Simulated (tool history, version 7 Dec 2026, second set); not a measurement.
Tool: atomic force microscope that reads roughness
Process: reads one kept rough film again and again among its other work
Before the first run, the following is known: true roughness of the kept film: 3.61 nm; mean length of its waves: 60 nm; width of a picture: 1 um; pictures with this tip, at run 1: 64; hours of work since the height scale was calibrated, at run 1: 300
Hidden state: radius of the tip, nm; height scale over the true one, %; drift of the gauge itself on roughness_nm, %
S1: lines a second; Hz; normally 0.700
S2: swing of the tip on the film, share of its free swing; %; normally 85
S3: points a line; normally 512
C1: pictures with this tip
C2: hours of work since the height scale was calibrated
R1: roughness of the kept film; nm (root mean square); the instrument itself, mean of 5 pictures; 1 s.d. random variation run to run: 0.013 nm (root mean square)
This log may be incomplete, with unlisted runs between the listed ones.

| run | hour | S1 | S2 | S3 | C1 | C2 | R1 |
|---|---|---|---|---|---|---|---|
| 1 | 0.0 | 0.700 | 85 | 512 | 64 | 300 | 3.144 |
| 2 | 16.7 | 0.700 | 85 | 512 | 82 | 310 | 3.110 |
| 3 | 42.6 | 0.700 | 85 | 512 | 110 | 324 | 3.089 |
| 4 | 65.8 | 0.700 | 85 | 647 | 136 | 337 | 3.049 |
| 5 | 86.8 | 0.700 | 60 | 512 | 158 | 349 | 3.210 |
| 6 | 98.3 | 0.700 | 60 | 512 | 171 | 355 | 3.210 |
| 7 | 116.8 | 0.700 | 60 | 512 | 191 | 365 | 3.201 |
| 8 | 145.0 | 0.700 | 60 | 517 | 222 | 381 | 3.162 |
| 9 | 158.2 | 0.700 | 60 | 517 | 236 | 388 | 3.167 |
| 10 | 183.6 | 0.700 | 60 | 517 | 264 | 402 | 3.122 |
| 11 | 207.0 | 0.922 | 85 | 512 | 289 | 415 | 2.836 |
| 12 | 231.3 | 0.700 | 85 | 512 | 315 | 429 | 2.888 |
|  | 246.8 | new tip fitted |
| 13 | 251.2 | 0.700 | 85 | 512 | 4 | 440 | 3.219 |
| 14 | 269.4 | 0.700 | 85 | 512 | 24 | 450 | 3.183 |
| 15 | 294.9 | 0.700 | 88 | 512 | 52 | 464 | 3.111 |
| 16 | 321.8 | 0.700 | 88 | 512 | 81 | 479 | 3.079 |
| 17 | 349.7 | 0.700 | 88 | 512 | 111 | 494 | 3.049 |
| 18 | 370.9 | 0.737 | 89 | 512 | 134 | 506 | 3.007 |
| 19 | 396.8 | 0.737 | 89 | 512 | 162 | 521 | 2.951 |
| 20 | 423.4 | 1.096 | 71 | 328 | 191 | 535 | 3.082 |
| 21 | 444.5 | 2.989 | 82 | 689 | 214 | 547 | 2.468 |
| 22 | 459.9 | 1.618 | 58 | 321 | 231 | 556 | 3.120 |
| 23 | 472.5 | 0.914 | 83 | 512 | 245 | 563 | 2.928 |
| 24 | 491.9 | 0.914 | 83 | 512 | 266 | 573 | 2.922 |
| 25 | 514.3 | 0.976 | 75 | 262 | 290 | 586 | 2.962 |
| 26 | 535.7 | 2.083 | 79 | 872 | 313 | 598 | 2.654 |
|  | 552.3 | new tip fitted |
| 27 | 560.1 | 1.373 | 57 | 454 | 8 | 611 | 3.363 |
| 28 | 587.3 | 3.830 | 57 | 454 | 38 | 626 | 3.135 |
| 29 | 611.1 | 3.393 | 72 | 454 | 64 | 639 | 2.802 |
| 30 | 625.7 | 0.700 | 80 | 512 | 79 | 647 | 3.187 |
| 31 | 653.6 | 0.700 | 80 | 512 | 110 | 663 | 3.156 |
| 32 | 675.7 | 2.060 | 85 | 672 | 134 | 675 | 2.644 |
| 33 | 699.0 | 1.690 | 64 | 301 | 159 | 688 | 3.107 |

Here are 5 independent what-if runs from the current tool condition. What would each one return?
| A | 715.7 | 3.273 | 85 | 870 | 177 | 697 | ? |
| B | 715.7 | 2.237 | 64 | 301 | 177 | 697 | ? |
| C | 715.7 | 1.628 | 70 | 261 | 177 | 697 | ? |
| D | 715.7 | 1.200 | 62 | 368 | 177 | 697 | ? |
| E | 715.7 | 1.286 | 85 | 301 | 177 | 697 | ? |

| run | R1 |
|---|---|
| A | 2.341 |
| B | 3.019 |
| C | 3.019 |
| D | 3.167 |
| E | 2.843 |
Stripped of hidden state, with their random variation kept, the same runs would have yielded:
| run | R1 |
|---|---|
| A | 2.457 |
| B | 3.168 |
| C | 3.168 |
| D | 3.324 |
| E | 2.984 |
